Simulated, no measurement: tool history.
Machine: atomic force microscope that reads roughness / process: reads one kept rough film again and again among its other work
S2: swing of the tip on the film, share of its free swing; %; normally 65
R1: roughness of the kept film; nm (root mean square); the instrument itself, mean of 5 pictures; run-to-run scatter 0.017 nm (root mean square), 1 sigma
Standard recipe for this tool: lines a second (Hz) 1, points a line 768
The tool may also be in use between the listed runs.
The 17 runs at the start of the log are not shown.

{"run": 18, "hour": 176.8, "lines a second (Hz)": 1, "S2": 65, "points a line": 871, "R1": 3.846}
{"run": 19, "hour": 184.4, "lines a second (Hz)": 1, "S2": 80, "points a line": 883, "R1": 3.628}
{"run": 20, "hour": 192.0, "lines a second (Hz)": 1.56, "S2": 80, "points a line": 825, "R1": 3.406}
{"run": 21, "hour": 199.0, "lines a second (Hz)": 1.75, "S2": 56, "points a line": 771, "R1": 3.81}
{"run": 22, "hour": 206.0, "lines a second (Hz)": 1.71, "S2": 78, "points a line": 334, "R1": 3.389}
{"run": 23, "hour": 217.5, "lines a second (Hz)": 1, "S2": 70, "points a line": 379, "R1": 3.723}
{"run": 24, "hour": 225.5, "lines a second (Hz)": 1, "S2": 68, "points a line": 420, "R1": 3.758}
{"run": 25, "hour": 233.2, "lines a second (Hz)": 2.15, "S2": 68, "points a line": 629, "R1": 3.494}
{"run": 26, "hour": 247.5, "lines a second (Hz)": 2.15, "S2": 68, "points a line": 629, "R1": 3.496}
{"hour": 262.9, "done": "new tip fitted"}
{"run": 27, "hour": 262.9, "lines a second (Hz)": 1, "S2": 63, "points a line": 768, "R1": 4.1}
{"run": 28, "hour": 275.2, "lines a second (Hz)": 0.55, "S2": 65, "points a line": 768, "R1": 4.099}
{"run": 29, "hour": 283.7, "lines a second (Hz)": 1, "S2": 65, "points a line": 266, "R1": 4.005}
{"run": 30, "hour": 292.9, "lines a second (Hz)": 1.27, "S2": 75, "points a line": 487, "R1": 3.755}
{"run": 31, "hour": 303.9, "lines a second (Hz)": 1.27, "S2": 75, "points a line": 487, "R1": 3.754}
{"run": 32, "hour": 312.1, "lines a second (Hz)": 1.27, "S2": 75, "points a line": 487, "R1": 3.744}
{"run": 33, "hour": 324.0, "lines a second (Hz)": 3.85, "S2": 71, "points a line": 921, "R1": 3.274}
{"run": 34, "hour": 339.0, "lines a second (Hz)": 3.85, "S2": 71, "points a line": 890, "R1": 3.251}
{"run": 35, "hour": 352.3, "lines a second (Hz)": 0.73, "S2": 78, "points a line": 269, "R1": 3.822}
{"run": 36, "hour": 364.9, "lines a second (Hz)": 0.82, "S2": 80, "points a line": 768, "R1": 3.726}

4 options for the next run, each taken on its own from the tool as it stands now. Forecast them:
{"run": "A", "hour": 377.0, "lines a second (Hz)": 0.64, "S2": 65, "points a line": 768, "R1": "?"}
{"run": "B", "hour": 377.0, "lines a second (Hz)": 1.26, "S2": 80, "points a line": 768, "R1": "?"}
{"run": "C", "hour": 377.0, "lines a second (Hz)": 0.82, "S2": 62, "points a line": 768, "R1": "?"}
{"run": "D", "hour": 377.0, "lines a second (Hz)": 1.81, "S2": 87, "points a line": 979, "R1": "?"}

run=A R1=3.95
run=B R1=3.581
run=C R1=3.94
run=D R1=3.173
With no hidden state in the tool, these same runs would have given:
run=A R1=4.109
run=B R1=3.725
run=C R1=4.099
run=D R1=3.301
